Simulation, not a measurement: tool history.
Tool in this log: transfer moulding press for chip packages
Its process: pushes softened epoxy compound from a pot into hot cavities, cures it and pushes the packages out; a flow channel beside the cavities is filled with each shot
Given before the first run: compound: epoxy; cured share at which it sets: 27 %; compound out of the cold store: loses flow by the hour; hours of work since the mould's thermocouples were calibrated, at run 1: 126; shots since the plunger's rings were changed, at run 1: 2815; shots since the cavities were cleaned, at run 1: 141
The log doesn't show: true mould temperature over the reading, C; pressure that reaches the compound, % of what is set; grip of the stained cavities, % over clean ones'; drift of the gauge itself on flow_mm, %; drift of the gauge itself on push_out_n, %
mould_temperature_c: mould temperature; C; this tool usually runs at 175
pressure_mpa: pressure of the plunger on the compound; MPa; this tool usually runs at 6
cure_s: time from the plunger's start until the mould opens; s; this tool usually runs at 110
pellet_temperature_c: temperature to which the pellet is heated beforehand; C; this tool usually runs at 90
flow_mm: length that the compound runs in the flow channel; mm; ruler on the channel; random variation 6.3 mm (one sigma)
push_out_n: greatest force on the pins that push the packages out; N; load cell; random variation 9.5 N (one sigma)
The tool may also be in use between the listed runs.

run  hour  mould_temperature_c  pressure_mpa  cure_s  pellet_temperature_c  hours of work since the mould's thermocouples were calibrated  shots since the plunger's rings were changed  shots since the cavities were cleaned  incoming compound's hours out of the cold store  flow_mm  push_out_n
  1     0                  175             6     110                    90                                                            126                                          2815                                    141                                               22      668         527
  2   7.6                  175             6     110                    90                                                            132                                          2912                                    238                                             32.9      613         552
  3  15.6                  175             6     110                    90                                                            138                                          3014                                    340                                             33.3      608         594
  4    26                  175             6     110                    90                                                            146                                          3146                                    472                                             30.2      618         617
  5  31.4                  175             6     110                    98                                                            150                                          3215                                    541                                             34.5      601         648
  6  38.5                  175             6     110                    98                                                            156                                          3305                                    631                                             19.3      658         650
  7  46.5                  175             6     110                    98                                                            163                                          3408                                    734                                             23.2      639         698
  8  54.4                  175             6     110                    98                                                            169                                          3509                                    835                                             14.7      677         728
  9  61.3                  175             6     110                    90                                                            174                                          3597                                    923                                               25      630         739
     65.6  -- cavities cleaned with cleaning compound and waxed
 10    72                  168             6     110                    90                                                            182                                          3714                                     82                                             10.6      707         782
 11  76.8                  168             6     110                    90                                                            185                                          3775                                    143                                             16.4      673         796

What will run 12 give?
 12  82.1                  175             6     110                    90                                                            189                                          3842                                    210                                             25.7        ?           ?

{"run 12": {"flow_mm": 625, "push_out_n": 541}}
If the tool had no hidden condition, the same run with the same run-to-run variation would have returned flow_mm 673 mm, push_out_n 430 N.
